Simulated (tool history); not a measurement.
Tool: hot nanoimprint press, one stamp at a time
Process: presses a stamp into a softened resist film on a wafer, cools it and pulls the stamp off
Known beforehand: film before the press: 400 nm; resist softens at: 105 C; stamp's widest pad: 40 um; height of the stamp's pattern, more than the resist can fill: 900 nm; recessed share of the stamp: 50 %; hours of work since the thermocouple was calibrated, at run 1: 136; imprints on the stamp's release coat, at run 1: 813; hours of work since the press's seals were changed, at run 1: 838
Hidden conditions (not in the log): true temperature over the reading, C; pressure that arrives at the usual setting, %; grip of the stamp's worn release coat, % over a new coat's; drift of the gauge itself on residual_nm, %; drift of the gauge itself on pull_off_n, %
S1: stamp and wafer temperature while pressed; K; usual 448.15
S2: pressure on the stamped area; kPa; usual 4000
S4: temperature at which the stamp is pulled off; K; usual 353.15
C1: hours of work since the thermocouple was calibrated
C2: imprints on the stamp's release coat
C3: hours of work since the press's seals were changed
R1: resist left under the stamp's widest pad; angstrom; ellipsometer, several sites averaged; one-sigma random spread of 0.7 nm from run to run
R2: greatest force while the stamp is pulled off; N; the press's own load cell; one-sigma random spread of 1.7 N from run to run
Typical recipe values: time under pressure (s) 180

{"run": 1, "hour": 0.0, "S1": 448.15, "S2": 4000, "time under pressure (s)": 180, "S4": 353.15, "C1": 136, "C2": 813, "C3": 838, "R1": 1998, "R2": 99}
{"run": 2, "hour": 22.9, "S1": 448.15, "S2": 4000, "time under pressure (s)": 180, "S4": 353.15, "C1": 154, "C2": 952, "C3": 857, "R1": 1997, "R2": 101}
{"run": 3, "hour": 49.9, "S1": 448.15, "S2": 4000, "time under pressure (s)": 180, "S4": 353.15, "C1": 175, "C2": 1115, "C3": 878, "R1": 2007, "R2": 100}
{"run": 4, "hour": 76.6, "S1": 448.15, "S2": 4000, "time under pressure (s)": 180, "S4": 353.15, "C1": 197, "C2": 1276, "C3": 900, "R1": 1996, "R2": 99}
{"run": 5, "hour": 93.5, "S1": 448.15, "S2": 4000, "time under pressure (s)": 180, "S4": 353.15, "C1": 210, "C2": 1378, "C3": 913, "R1": 1996, "R2": 101}
{"run": 6, "hour": 121.6, "S1": 448.15, "S2": 4000, "time under pressure (s)": 180, "S4": 353.15, "C1": 233, "C2": 1548, "C3": 936, "R1": 2002, "R2": 97}
{"hour": 133.3, "done": "stamp cleaned and given a new release coat"}
{"run": 7, "hour": 147.4, "S1": 458.15, "S2": 4000, "time under pressure (s)": 180, "S4": 353.15, "C1": 249, "C2": 86, "C3": 951, "R1": 1152, "R2": 102}
{"hour": 164.0, "done": "plate thermocouple calibrated"}
{"run": 8, "hour": 170.1, "S1": 458.15, "S2": 4000, "time under pressure (s)": 180, "S4": 353.15, "C1": 5, "C2": 204, "C3": 967, "R1": 1165, "R2": 97}
{"run": 9, "hour": 188.8, "S1": 447.15, "S2": 4000, "time under pressure (s)": 180, "S4": 353.15, "C1": 20, "C2": 318, "C3": 982, "R1": 2104, "R2": 100}
{"run": 10, "hour": 206.3, "S1": 447.15, "S2": 4000, "time under pressure (s)": 180, "S4": 353.15, "C1": 34, "C2": 423, "C3": 996, "R1": 2119, "R2": 103}
{"run": 11, "hour": 220.9, "S1": 447.15, "S2": 4000, "time under pressure (s)": 180, "S4": 353.15, "C1": 45, "C2": 512, "C3": 1008, "R1": 2110, "R2": 105}
{"run": 12, "hour": 240.9, "S1": 447.15, "S2": 4000, "time under pressure (s)": 180, "S4": 353.15, "C1": 61, "C2": 632, "C3": 1024, "R1": 2096, "R2": 100}
{"run": 13, "hour": 257.4, "S1": 447.15, "S2": 4000, "time under pressure (s)": 180, "S4": 353.15, "C1": 75, "C2": 732, "C3": 1037, "R1": 2097, "R2": 98}
{"run": 14, "hour": 276.6, "S1": 448.15, "S2": 4000, "time under pressure (s)": 180, "S4": 353.15, "C1": 90, "C2": 848, "C3": 1052, "R1": 2001, "R2": 99}
{"run": 15, "hour": 303.5, "S1": 448.15, "S2": 4000, "time under pressure (s)": 180, "S4": 353.15, "C1": 112, "C2": 1011, "C3": 1074, "R1": 2007, "R2": 101}
{"run": 16, "hour": 316.1, "S1": 448.15, "S2": 4000, "time under pressure (s)": 180, "S4": 353.15, "C1": 122, "C2": 1087, "C3": 1084, "R1": 2001, "R2": 102}
{"run": 17, "hour": 337.9, "S1": 447.15, "S2": 4000, "time under pressure (s)": 149, "S4": 353.15, "C1": 139, "C2": 1219, "C3": 1101, "R1": 2250, "R2": 102}
{"run": 18, "hour": 359.5, "S1": 447.15, "S2": 4000, "time under pressure (s)": 135, "S4": 345.15, "C1": 156, "C2": 1349, "C3": 1119, "R1": 2330, "R2": 107}
{"run": 19, "hour": 381.7, "S1": 448.15, "S2": 5520, "time under pressure (s)": 180, "S4": 343.15, "C1": 174, "C2": 1483, "C3": 1136, "R1": 1762, "R2": 111}
{"hour": 404.1, "done": "stamp cleaned and given a new release coat"}
{"run": 20, "hour": 406.6, "S1": 443.15, "S2": 3160, "time under pressure (s)": 301, "S4": 343.15, "C1": 189, "C2": 16, "C3": 1151, "R1": 2338, "R2": 111}
{"run": 21, "hour": 427.4, "S1": 457.15, "S2": 4570, "time under pressure (s)": 96, "S4": 357.15, "C1": 206, "C2": 141, "C3": 1168, "R1": 1502, "R2": 96}
{"run": 22, "hour": 450.6, "S1": 449.15, "S2": 3600, "time under pressure (s)": 320, "S4": 346.15, "C1": 224, "C2": 281, "C3": 1187, "R1": 1590, "R2": 107}
{"run": 23, "hour": 475.8, "S1": 448.15, "S2": 5880, "time under pressure (s)": 152, "S4": 353.15, "C1": 244, "C2": 433, "C3": 1207, "R1": 1818, "R2": 102}
{"hour": 497.6, "done": "plate thermocouple calibrated"}
{"run": 24, "hour": 498.0, "S1": 456.15, "S2": 2930, "time under pressure (s)": 145, "S4": 343.15, "C1": 0, "C2": 549, "C3": 1222, "R1": 1634, "R2": 113}
{"run": 25, "hour": 510.6, "S1": 442.15, "S2": 5250, "time under pressure (s)": 346, "S4": 351.15, "C1": 10, "C2": 626, "C3": 1232, "R1": 1962, "R2": 102}
{"hour": 530.3, "done": "press's hydraulic seals changed and the load cell set to zero"}
{"run": 26, "hour": 534.8, "S1": 442.15, "S2": 5250, "time under pressure (s)": 346, "S4": 351.15, "C1": 23, "C2": 724, "C3": 4, "R1": 1956, "R2": 103}
{"run": 27, "hour": 562.6, "S1": 439.15, "S2": 3900, "time under pressure (s)": 180, "S4": 353.15, "C1": 46, "C2": 892, "C3": 26, "R1": 3009, "R2": 101}
{"run": 28, "hour": 589.2, "S1": 439.15, "S2": 3900, "time under pressure (s)": 180, "S4": 353.15, "C1": 67, "C2": 1053, "C3": 47, "R1": 3001, "R2": 101}
{"run": 29, "hour": 605.5, "S1": 439.15, "S2": 3900, "time under pressure (s)": 180, "S4": 353.15, "C1": 80, "C2": 1151, "C3": 60, "R1": 3000, "R2": 101}
{"run": 30, "hour": 623.4, "S1": 439.15, "S2": 3900, "time under pressure (s)": 180, "S4": 353.15, "C1": 94, "C2": 1259, "C3": 74, "R1": 2994, "R2": 104}

Predict each of these 4 candidate next runs independently; none follows another, all start after run 30:
{"run": "A", "hour": 640.2, "S1": 452.15, "S2": 4000, "time under pressure (s)": 176, "S4": 339.15, "C1": 108, "C2": 1360, "C3": 88, "R1": "?", "R2": "?"}
{"run": "B", "hour": 640.2, "S1": 440.15, "S2": 3760, "time under pressure (s)": 180, "S4": 353.15, "C1": 108, "C2": 1360, "C3": 88, "R1": "?", "R2": "?"}
{"run": "C", "hour": 640.2, "S1": 438.15, "S2": 4000, "time under pressure (s)": 180, "S4": 353.15, "C1": 108, "C2": 1360, "C3": 88, "R1": "?", "R2": "?"}
{"run": "D", "hour": 640.2, "S1": 439.15, "S2": 6070, "time under pressure (s)": 180, "S4": 354.15, "C1": 108, "C2": 1360, "C3": 88, "R1": "?", "R2": "?"}

run=A R1=1631 R2=115
run=B R1=2938 R2=102
run=C R1=3099 R2=97
run=D R1=2681 R2=101
The same runs, with their run-to-run variation unchanged, on a tool lacking any hidden condition would have given:
run=A R1=1631 R2=113
run=B R1=2938 R2=101
run=C R1=3098 R2=96
run=D R1=2680 R2=99

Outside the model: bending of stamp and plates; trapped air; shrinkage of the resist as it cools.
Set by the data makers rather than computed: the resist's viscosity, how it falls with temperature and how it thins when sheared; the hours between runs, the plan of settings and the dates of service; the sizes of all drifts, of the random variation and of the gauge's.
